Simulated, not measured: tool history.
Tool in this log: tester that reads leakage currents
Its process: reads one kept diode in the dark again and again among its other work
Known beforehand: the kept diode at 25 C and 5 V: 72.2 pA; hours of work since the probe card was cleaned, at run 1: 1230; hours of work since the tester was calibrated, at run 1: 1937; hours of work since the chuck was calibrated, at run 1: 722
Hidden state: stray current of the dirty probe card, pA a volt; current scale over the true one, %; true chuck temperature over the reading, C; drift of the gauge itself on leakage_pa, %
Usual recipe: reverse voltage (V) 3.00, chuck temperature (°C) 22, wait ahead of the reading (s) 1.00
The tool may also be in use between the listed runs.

run      day  reverse voltage (V)  chuck temperature (°C)  wait ahead of the reading (s)  hours of work since the probe card was cleaned  hours of work since the tester was calibrated  hours of work since the chuck was calibrated  current that the tester gives (pA)
  1    0.000                 3.00                      22                           1.00                                            1230                                           1937                                           722                               51.75
  2   10.117                 3.00                      22                           3.95                                            1388                                           2094                                           879                               52.88
  3   19.933                 3.00                      22                           3.95                                            1541                                           2247                                          1032                               53.48
      21.925  -- chuck's temperature calibrated
  4   31.179                 3.00                      22                           3.95                                            1715                                           2421                                           144                               52.24
  5   40.067                 3.00                      22                           3.95                                            1853                                           2559                                           282                               52.89
  6   49.362                 3.00                      22                           1.00                                            1998                                           2704                                           427                               53.89
  7   59.471                 3.00                      49                           1.00                                            2155                                           2862                                           585                              327.21
      61.838  -- probe card cleaned and baked
      69.254  -- tester calibrated
  8   69.842                 3.00                      49                           1.00                                             123                                              9                                           743                              317.45
  9   75.700                 3.00                      27                           1.00                                             215                                            100                                           834                               70.36
 10   80.825                 7.38                      22                           1.00                                             294                                            180                                           914                               78.02
 11   86.204                 7.38                      22                           9.46                                             378                                            264                                           998                               78.19
      90.788  -- chuck's temperature calibrated
 12   95.046                 7.38                      22                           9.46                                             515                                            400                                            66                               74.39
 13  102.379                 7.38                      22                           9.46                                             629                                            515                                           181                               75.93
 14  113.338                 3.00                      22                           1.00                                             800                                            685                                           351                               48.68
 15  122.546                 3.00                      22                           1.00                                             943                                            829                                           495                               49.53
 16  131.788                 5.61                      22                           1.07                                            1087                                            973                                           639                               70.77
 17  139.042                 5.61                      22                           1.07                                            1200                                           1086                                           752                               72.26
 18  144.646                15.65                      58                           0.74                                            1287                                           1173                                           839                             1281.68
 19  152.550                15.65                      58                           0.74                                            1410                                           1296                                           962                             1294.77
     159.217  -- chuck's temperature calibrated
 20  159.217                 3.00                      22                           2.51                                            1513                                           1399                                             0                               49.93
 21  168.129                 1.00                      58                           0.80                                            1652                                           1537                                           139                              312.38
 22  176.667                 1.29                      52                           0.80                                            1785                                           1670                                           272                              247.97
 23  186.121                15.63                      39                           7.06                                            1932                                           1818                                           419                              391.59
 24  195.108                15.63                      23                           7.06                                            2072                                           1957                                           559                              149.66
     202.621  -- probe card cleaned and baked
 25  206.421                15.63                      23                           7.06                                              59                                           2132                                           733                              116.29
 26  215.625                 2.23                      24                           2.10                                             203                                           2275                                           877                               48.39
 27  224.125                 8.60                      22                           1.03                                             335                                           2407                                          1009                               84.57
     228.238  -- chuck's temperature calibrated
 28  234.696                13.05                      24                           1.03                                             498                                           2571                                           101                              116.44

Forecast each of these 3 alternatives for the next run:
  A  242.279                 1.68                      28                           1.19                                             616                                           2689                                           219                                   ?
  B  242.279                13.05                      46                           0.75                                             616                                           2689                                           219                                   ?
  C  242.279                 2.99                      47                           1.00                                             616                                           2689                                           219                                   ?

run  current that the tester gives (pA)
  A                               54.76
  B                              529.10
  C                              270.66
Had the tool no hidden state, the same runs would have come out as:
run  current that the tester gives (pA)
  A                               52.84
  B                              512.78
  C                              264.76
